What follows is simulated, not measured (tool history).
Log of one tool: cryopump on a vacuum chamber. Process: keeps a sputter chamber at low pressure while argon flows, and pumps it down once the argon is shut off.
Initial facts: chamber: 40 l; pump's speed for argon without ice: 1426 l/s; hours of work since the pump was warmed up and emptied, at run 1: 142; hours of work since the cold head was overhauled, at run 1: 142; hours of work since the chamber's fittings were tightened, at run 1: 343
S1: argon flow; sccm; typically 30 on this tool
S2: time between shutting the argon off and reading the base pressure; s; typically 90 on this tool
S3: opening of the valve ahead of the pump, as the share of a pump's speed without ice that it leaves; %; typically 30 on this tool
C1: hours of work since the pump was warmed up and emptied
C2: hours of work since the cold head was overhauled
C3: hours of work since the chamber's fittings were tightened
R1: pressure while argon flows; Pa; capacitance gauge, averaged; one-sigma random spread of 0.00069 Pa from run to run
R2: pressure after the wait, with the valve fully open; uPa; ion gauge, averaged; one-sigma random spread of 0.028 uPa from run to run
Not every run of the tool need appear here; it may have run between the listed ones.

{"run": 1, "hour": 0.0, "S1": 30, "S2": 90, "S3": 30, "C1": 142, "C2": 142, "C3": 343, "R1": 0.1213, "R2": 1.65}
{"run": 2, "hour": 14.3, "S1": 30, "S2": 90, "S3": 30, "C1": 153, "C2": 153, "C3": 354, "R1": 0.1202, "R2": 1.65}
{"run": 3, "hour": 28.6, "S1": 30, "S2": 90, "S3": 30, "C1": 163, "C2": 163, "C3": 364, "R1": 0.1215, "R2": 1.69}
{"run": 4, "hour": 43.8, "S1": 30, "S2": 186, "S3": 30, "C1": 174, "C2": 174, "C3": 375, "R1": 0.1214, "R2": 1.07}
{"run": 5, "hour": 52.6, "S1": 30, "S2": 186, "S3": 30, "C1": 181, "C2": 181, "C3": 382, "R1": 0.1204, "R2": 1.1}
{"run": 6, "hour": 62.1, "S1": 30, "S2": 186, "S3": 30, "C1": 188, "C2": 188, "C3": 389, "R1": 0.1207, "R2": 1.13}
{"run": 7, "hour": 73.8, "S1": 30, "S2": 186, "S3": 30, "C1": 196, "C2": 196, "C3": 397, "R1": 0.1209, "R2": 1.13}
{"run": 8, "hour": 80.5, "S1": 30, "S2": 186, "S3": 30, "C1": 201, "C2": 201, "C3": 402, "R1": 0.1201, "R2": 1.11}
{"run": 9, "hour": 94.7, "S1": 30, "S2": 186, "S3": 30, "C1": 212, "C2": 212, "C3": 413, "R1": 0.1217, "R2": 1.16}
{"run": 10, "hour": 109.9, "S1": 30, "S2": 90, "S3": 30, "C1": 223, "C2": 223, "C3": 424, "R1": 0.1224, "R2": 1.75}
{"run": 11, "hour": 118.6, "S1": 30, "S2": 90, "S3": 30, "C1": 229, "C2": 229, "C3": 430, "R1": 0.1219, "R2": 1.75}
{"run": 12, "hour": 128.7, "S1": 30, "S2": 90, "S3": 46, "C1": 236, "C2": 236, "C3": 437, "R1": 0.0808, "R2": 1.77}
{"run": 13, "hour": 142.6, "S1": 26, "S2": 42, "S3": 33, "C1": 247, "C2": 247, "C3": 448, "R1": 0.0961, "R2": 3.06}
{"run": 14, "hour": 156.1, "S1": 30, "S2": 90, "S3": 22, "C1": 256, "C2": 256, "C3": 458, "R1": 0.1648, "R2": 1.8}
{"run": 15, "hour": 164.6, "S1": 30, "S2": 90, "S3": 22, "C1": 263, "C2": 263, "C3": 464, "R1": 0.1657, "R2": 1.79}
{"run": 16, "hour": 177.8, "S1": 28, "S2": 214, "S3": 22, "C1": 272, "C2": 272, "C3": 473, "R1": 0.1552, "R2": 1.12}
{"run": 17, "hour": 186.7, "S1": 25, "S2": 50, "S3": 26, "C1": 279, "C2": 279, "C3": 480, "R1": 0.1171, "R2": 2.66}
{"run": 18, "hour": 196.1, "S1": 12, "S2": 106, "S3": 16, "C1": 286, "C2": 286, "C3": 487, "R1": 0.0906, "R2": 1.61}
{"run": 19, "hour": 209.3, "S1": 12, "S2": 106, "S3": 16, "C1": 295, "C2": 295, "C3": 496, "R1": 0.0907, "R2": 1.61}
{"run": 20, "hour": 218.3, "S1": 50, "S2": 90, "S3": 30, "C1": 302, "C2": 302, "C3": 503, "R1": 0.2051, "R2": 1.79}
{"run": 21, "hour": 228.4, "S1": 45, "S2": 90, "S3": 30, "C1": 309, "C2": 309, "C3": 510, "R1": 0.1845, "R2": 1.78}
{"run": 22, "hour": 236.7, "S1": 45, "S2": 90, "S3": 30, "C1": 315, "C2": 315, "C3": 516, "R1": 0.1825, "R2": 1.8}

What if the next run were any one of these 5? Each begins from the tool's condition after run 22:
{"run": "A", "hour": 250.6, "S1": 31, "S2": 94, "S3": 30, "C1": 325, "C2": 325, "C3": 527, "R1": "?", "R2": "?"}
{"run": "B", "hour": 250.6, "S1": 45, "S2": 31, "S3": 25, "C1": 325, "C2": 325, "C3": 527, "R1": "?", "R2": "?"}
{"run": "C", "hour": 250.6, "S1": 18, "S2": 182, "S3": 30, "C1": 325, "C2": 325, "C3": 527, "R1": "?", "R2": "?"}
{"run": "D", "hour": 250.6, "S1": 41, "S2": 34, "S3": 16, "C1": 325, "C2": 325, "C3": 527, "R1": "?", "R2": "?"}
{"run": "E", "hour": 250.6, "S1": 34, "S2": 90, "S3": 33, "C1": 325, "C2": 325, "C3": 527, "R1": "?", "R2": "?"}

run=A R1=0.1274 R2=1.83
run=B R1=0.2205 R2=4.11
run=C R1=0.0736 R2=1.28
run=D R1=0.3124 R2=3.68
run=E R1=0.1261 R2=1.84
With the hidden condition removed and each run's random variation left untouched, the same runs would have given:
run=A R1=0.1227 R2=1.31
run=B R1=0.2136 R2=3.59
run=C R1=0.0708 R2=0.77
run=D R1=0.3061 R2=3.18
run=E R1=0.1209 R2=1.34
